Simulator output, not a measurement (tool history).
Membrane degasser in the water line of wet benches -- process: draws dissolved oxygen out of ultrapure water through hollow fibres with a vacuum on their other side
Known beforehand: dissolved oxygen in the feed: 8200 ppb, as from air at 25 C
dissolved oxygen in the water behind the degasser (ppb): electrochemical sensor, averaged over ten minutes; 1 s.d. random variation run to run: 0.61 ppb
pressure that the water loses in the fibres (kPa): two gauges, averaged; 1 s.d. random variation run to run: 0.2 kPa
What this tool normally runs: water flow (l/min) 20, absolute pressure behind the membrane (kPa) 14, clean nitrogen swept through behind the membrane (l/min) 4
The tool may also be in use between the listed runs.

| run | hour | water flow (l/min) | absolute pressure behind the membrane (kPa) | clean nitrogen swept through behind the membrane (l/min) | dissolved oxygen in the water behind the degasser (ppb) | pressure that the water loses in the fibres (kPa) |
|---|---|---|---|---|---|---|
| 1 | 0 | 20 | 14 | 4 | 135.6 | 45.97 |
| 2 | 151.8 | 20 | 14 | 4 | 136 | 45.65 |
| 3 | 282.1 | 20 | 14 | 4 | 135.2 | 45.45 |
| 4 | 428.3 | 20 | 14 | 4 | 134.9 | 45.41 |
| 5 | 523.1 | 20 | 14 | 4 | 136.8 | 45.33 |
| 6 | 609.8 | 20 | 14 | 4 | 137.3 | 45.8 |
| 7 | 733.2 | 15 | 14 | 2.01 | 191.1 | 33.95 |

What will run 8 give?
| 8 | 850.2 | 29 | 14 | 6.13 | ? | ? |

{"run 8": {"dissolved oxygen in the water behind the degasser (ppb)": 139.6, "pressure that the water loses in the fibres (kPa)": 65.9}}
With the hidden condition absent and the run-to-run variation left alone, this run would have shown dissolved oxygen in the water behind the degasser (ppb) 139.5, pressure that the water loses in the fibres (kPa) 66.27.
